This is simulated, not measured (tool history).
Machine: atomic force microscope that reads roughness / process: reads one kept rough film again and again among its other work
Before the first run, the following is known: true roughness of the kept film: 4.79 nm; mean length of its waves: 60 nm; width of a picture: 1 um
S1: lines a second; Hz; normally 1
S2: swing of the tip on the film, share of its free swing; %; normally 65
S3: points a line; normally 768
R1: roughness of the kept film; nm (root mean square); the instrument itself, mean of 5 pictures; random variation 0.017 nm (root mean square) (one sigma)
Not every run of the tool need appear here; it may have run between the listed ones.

run 1 hour=0 | S1=1 S2=65 S3=768 | R1=4.385
run 2 hour=36.2 | S1=1 S2=65 S3=806 | R1=4.347
run 3 hour=100.9 | S1=1 S2=65 S3=806 | R1=4.248
run 4 hour=136.5 | S1=1 S2=65 S3=806 | R1=4.236
-- hour=155.1 new tip fitted
run 5 hour=191.6 | S1=1 S2=65 S3=929 | R1=4.314
run 6 hour=225.5 | S1=0.73 S2=86 S3=549 | R1=4.103
-- hour=232.2 height scale calibrated on a step standard
run 7 hour=262.5 | S1=0.6 S2=75 S3=768 | R1=4.166
-- hour=309.7 new tip fitted
run 8 hour=320.1 | S1=2.94 S2=75 S3=598 | R1=3.744
run 9 hour=354.7 | S1=1.47 S2=65 S3=498 | R1=4.193
run 10 hour=415 | S1=0.67 S2=65 S3=447 | R1=4.246

4 ways to go on from here, each from the tool as it stands after run 10. What would each give?
-- hour=465.3 new tip fitted
run A hour=491.7 | S1=1.47 S2=58 S3=325 | R1=?
-- hour=465.3 new tip fitted
run B hour=491.7 | S1=1 S2=64 S3=956 | R1=?
-- hour=465.3 new tip fitted
run C hour=491.7 | S1=0.73 S2=65 S3=301 | R1=?
-- hour=465.3 new tip fitted
run D hour=491.7 | S1=1.56 S2=72 S3=470 | R1=?

run=A R1=4.251
run=B R1=4.279
run=C R1=4.286
run=D R1=4.08
What these runs would have given with no unlogged condition in the tool:
run=A R1=4.476
run=B R1=4.506
run=C R1=4.513
run=D R1=4.296
